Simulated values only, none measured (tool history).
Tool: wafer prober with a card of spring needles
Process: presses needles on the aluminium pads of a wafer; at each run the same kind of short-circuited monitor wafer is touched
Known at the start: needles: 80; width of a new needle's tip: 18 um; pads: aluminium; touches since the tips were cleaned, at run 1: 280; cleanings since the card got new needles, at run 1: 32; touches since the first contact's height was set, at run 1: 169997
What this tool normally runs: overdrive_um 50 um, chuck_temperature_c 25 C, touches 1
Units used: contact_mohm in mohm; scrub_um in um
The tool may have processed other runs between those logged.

run  hour  overdrive_um  chuck_temperature_c  touches  touches since the tips were cleaned  cleanings since the card got new needles  touches since the first contact's height was set  contact_mohm  scrub_um
  1     0            50                   25        1                                  280                                        32                                            169997           202      9.07
  2   6.5            50                   39        1                                 2952                                        32                                            172669           204      9.04
     10.4  -- tips cleaned on abrasive film
  3  16.2            50                   39        1                                 2414                                        33                                            176641           203      8.92
     21.6  -- tips cleaned on abrasive film
  4    25            50                   25        2                                 1397                                        34                                            180233           199      8.95
     32.5  -- tips cleaned on abrasive film
  5  34.8            50                   25        2                                  964                                        35                                            184230           202      8.83
     43.1  -- tips cleaned on abrasive film
  6  48.2            50                   25        1                                 2116                                        36                                            189712           200         9
       54  -- tips cleaned on abrasive film
  7  61.2            59                   85        1                                 2981                                        37                                            195029           211     10.66

What does the tool deliver on the next run?
       65  -- tips cleaned on abrasive film
  8  68.6            54                   58        1                                 1480                                        38                                            198028             ?         ?

contact_mohm: 208 mohm
scrub_um: 9.85 um
Take away the tool's hidden state, keep the run-to-run variation as it was, and the same run would have given contact_mohm 208 mohm, scrub_um 9.85 um.

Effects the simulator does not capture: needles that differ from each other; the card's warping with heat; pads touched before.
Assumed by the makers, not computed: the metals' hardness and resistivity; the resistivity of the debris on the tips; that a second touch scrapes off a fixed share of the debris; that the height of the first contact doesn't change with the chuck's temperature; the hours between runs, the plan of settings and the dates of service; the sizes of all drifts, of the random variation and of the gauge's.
